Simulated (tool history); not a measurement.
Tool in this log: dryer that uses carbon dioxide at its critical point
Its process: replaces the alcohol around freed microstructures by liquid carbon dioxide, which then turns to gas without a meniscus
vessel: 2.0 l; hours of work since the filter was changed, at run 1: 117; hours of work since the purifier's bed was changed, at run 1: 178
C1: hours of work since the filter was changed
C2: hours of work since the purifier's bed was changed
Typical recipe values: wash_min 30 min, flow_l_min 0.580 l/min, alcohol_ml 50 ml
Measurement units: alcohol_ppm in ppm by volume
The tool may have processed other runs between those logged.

Run 1, hour 0.0: usual settings; C1 117; C2 178. Result: alcohol_ppm 34 ppm by volume.
Run 2, hour 32.1: usual settings but wash_min 21 min; C1 142; C2 204. Result: alcohol_ppm 132 ppm by volume.
Run 3, hour 54.6: usual settings but wash_min 21 min; C1 160; C2 221. Result: alcohol_ppm 140 ppm by volume.
Run 4, hour 77.4: usual settings but wash_min 21 min; C1 178; C2 239. Result: alcohol_ppm 148 ppm by volume.
Run 5, hour 109.6: usual settings but wash_min 21 min; C1 203; C2 265. Result: alcohol_ppm 154 ppm by volume.
Run 6, hour 144.1: usual settings but flow_l_min 0.551 l/min; C1 230; C2 292. Result: alcohol_ppm 52 ppm by volume.
Run 7, hour 161.2: usual settings but flow_l_min 0.551 l/min; C1 244; C2 305. Result: alcohol_ppm 47 ppm by volume.
Run 8, hour 176.2: usual settings but wash_min 23 min, flow_l_min 0.551 l/min; C1 255; C2 317. Result: alcohol_ppm 138 ppm by volume.
Run 9, hour 210.4: usual settings but wash_min 23 min, flow_l_min 0.551 l/min; C1 282; C2 344. Result: alcohol_ppm 140 ppm by volume.
Run 10, hour 244.2: usual settings but alcohol_ml 51 ml; C1 309; C2 370. Result: alcohol_ppm 64 ppm by volume.
Run 11, hour 267.5: usual settings; C1 327; C2 389. Result: alcohol_ppm 57 ppm by volume.
Run 12, hour 291.1: usual settings; C1 346; C2 407. Result: alcohol_ppm 54 ppm by volume.
Run 13, hour 322.6: usual settings; C1 371; C2 432. Result: alcohol_ppm 60 ppm by volume.
Run 14, hour 352.1: usual settings; C1 394; C2 455. Result: alcohol_ppm 65 ppm by volume.
Run 15, hour 374.1: usual settings; C1 411; C2 473. Result: alcohol_ppm 65 ppm by volume.
Run 16, hour 389.8: usual settings; C1 423; C2 485. Result: alcohol_ppm 69 ppm by volume.
Run 17, hour 409.6: usual settings; C1 439; C2 501. Result: alcohol_ppm 69 ppm by volume.
Run 18, hour 431.9: usual settings but flow_l_min 0.780 l/min, alcohol_ml 78 ml; C1 457; C2 518. Result: alcohol_ppm 61 ppm by volume.
Run 19, hour 459.1: usual settings but wash_min 45 min, flow_l_min 0.473 l/min, alcohol_ml 116 ml; C1 478; C2 540. Result: alcohol_ppm 68 ppm by volume.
Run 20, hour 477.0: usual settings but wash_min 22 min, flow_l_min 0.473 l/min, alcohol_ml 45 ml; C1 492; C2 554. Result: alcohol_ppm 339 ppm by volume.
At hour 480.4: inlet filter changed.
Run 21, hour 511.8: usual settings but wash_min 22 min, flow_l_min 0.534 l/min; C1 25; C2 580. Result: alcohol_ppm 180 ppm by volume.
Run 22, hour 529.8: usual settings but wash_min 31 min, flow_l_min 0.523 l/min; C1 39; C2 594. Result: alcohol_ppm 81 ppm by volume.
Run 23, hour 549.8: usual settings but wash_min 31 min, flow_l_min 0.523 l/min; C1 55; C2 610. Result: alcohol_ppm 83 ppm by volume.

Run 24 comes next. What will it give?
Run 24, hour 569.6: usual settings but alcohol_ml 33 ml; C1 70; C2 626. Result: alcohol_ppm ?.

alcohol_ppm: 78 ppm by volume
With no hidden state in the tool, this same run would have given alcohol_ppm 12 ppm by volume.

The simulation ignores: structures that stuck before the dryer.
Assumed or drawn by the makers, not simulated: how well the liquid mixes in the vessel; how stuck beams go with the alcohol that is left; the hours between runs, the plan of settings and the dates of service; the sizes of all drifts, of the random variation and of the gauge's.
